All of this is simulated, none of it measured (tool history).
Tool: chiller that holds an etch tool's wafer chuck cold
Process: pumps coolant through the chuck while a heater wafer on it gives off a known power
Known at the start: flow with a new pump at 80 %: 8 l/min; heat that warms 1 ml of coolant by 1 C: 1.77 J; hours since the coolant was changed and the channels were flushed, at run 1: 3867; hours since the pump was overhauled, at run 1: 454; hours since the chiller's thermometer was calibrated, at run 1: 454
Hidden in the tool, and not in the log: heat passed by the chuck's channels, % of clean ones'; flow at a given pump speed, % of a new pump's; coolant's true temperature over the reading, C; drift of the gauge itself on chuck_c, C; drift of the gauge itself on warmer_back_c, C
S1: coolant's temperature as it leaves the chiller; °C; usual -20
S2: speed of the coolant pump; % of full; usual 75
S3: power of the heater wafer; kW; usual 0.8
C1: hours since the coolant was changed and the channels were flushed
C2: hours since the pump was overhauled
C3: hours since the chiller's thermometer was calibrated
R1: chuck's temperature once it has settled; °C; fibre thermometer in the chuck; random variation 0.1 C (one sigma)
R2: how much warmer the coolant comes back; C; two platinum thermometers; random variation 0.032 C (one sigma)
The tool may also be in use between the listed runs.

| run | hour | S1 | S2 | S3 | C1 | C2 | C3 | R1 | R2 |
|---|---|---|---|---|---|---|---|---|---|
| 1 | 0 | -20 | 75 | 0.8 | 3867 | 454 | 454 | -9.4 | 3.65 |
| 2 | 62.7 | -20 | 75 | 0.754 | 3930 | 517 | 517 | -9.9 | 3.42 |
| 3 | 165.9 | -20 | 75 | 0.754 | 4033 | 620 | 620 | -9.9 | 3.5 |
| 4 | 262.7 | -20 | 75 | 0.754 | 4130 | 717 | 717 | -9.9 | 3.43 |
| 5 | 374.9 | -20 | 75 | 0.754 | 4242 | 829 | 829 | -10 | 3.41 |
| 6 | 456.6 | -20 | 67 | 0.8 | 4324 | 911 | 911 | -8.7 | 4.08 |
| 7 | 524.5 | -20 | 67 | 0.8 | 4391 | 979 | 979 | -8.6 | 4.09 |
| 8 | 576.1 | -13 | 80 | 0.8 | 4443 | 1030 | 1030 | -2.7 | 3.43 |
| 9 | 675 | -13 | 80 | 0.8 | 4542 | 1129 | 1129 | -2.7 | 3.39 |
| 10 | 753.9 | -26 | 71 | 0.8 | 4621 | 1208 | 1208 | -15.1 | 3.89 |
| 11 | 823 | -27 | 97 | 0.8 | 4690 | 1277 | 1277 | -17.6 | 2.79 |
| 12 | 925.6 | -20 | 75 | 0.433 | 4793 | 1380 | 1380 | -14.3 | 1.93 |
| 13 | 1025 | -29 | 92 | 0.588 | 4892 | 1479 | 1479 | -22 | 2.15 |

Run 14 comes next. What will it give?
| 14 | 1145.3 | -29 | 90 | 1.178 | 5012 | 1600 | 1600 | ? | ? |

R1: -14.8 °C
R2: 4.43 C
Without the tool's hidden state the same run would have given R1 -14.8 °C, R2 4.43 C.

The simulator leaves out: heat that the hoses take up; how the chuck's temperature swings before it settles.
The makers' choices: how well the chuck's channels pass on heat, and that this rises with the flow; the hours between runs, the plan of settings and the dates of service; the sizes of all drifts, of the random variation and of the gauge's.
